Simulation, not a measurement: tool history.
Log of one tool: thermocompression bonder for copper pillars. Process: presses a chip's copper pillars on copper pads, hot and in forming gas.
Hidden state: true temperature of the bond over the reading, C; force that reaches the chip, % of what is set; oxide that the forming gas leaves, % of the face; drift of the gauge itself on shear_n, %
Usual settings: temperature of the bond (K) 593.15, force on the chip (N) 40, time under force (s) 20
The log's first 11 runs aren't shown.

run	day	temperature of the bond (K)	force on the chip (N)	time under force (s)	hours of work since the heater was calibrated	hours of work since the force cell was calibrated	hours of work since the gas filter was changed	force that shears a chip off (N)
12	6.488	593.15	36	20	578	295	16	56.7
13	7.158	593.15	36	20	585	302	23	56.8
14	7.921	622.15	36	20	593	310	31	69.2
15	8.308	622.15	36	20	597	314	35	69.6
16	8.796	593.15	40	20	602	319	40	61.0
17	9.200	593.15	40	20	607	324	45	60.8
18	9.654	593.15	40	20	611	328	50	61.0
19	10.233	593.15	40	20	618	335	56	60.7
20	11.025	593.15	38	20	626	343	64	59.4
21	11.608	593.15	38	20	632	349	70	59.1
22	12.004	593.15	38	20	636	353	75	59.0
23	12.600	593.15	38	20	643	360	81	59.1
24	13.212	593.15	38	20	649	366	87	59.1

Forecast run 25:
25	13.746	593.15	38	20	655	372	93	?

force that shears a chip off (N): 59.2
Without the tool's hidden state the same run would have given force that shears a chip off (N) 58.6.

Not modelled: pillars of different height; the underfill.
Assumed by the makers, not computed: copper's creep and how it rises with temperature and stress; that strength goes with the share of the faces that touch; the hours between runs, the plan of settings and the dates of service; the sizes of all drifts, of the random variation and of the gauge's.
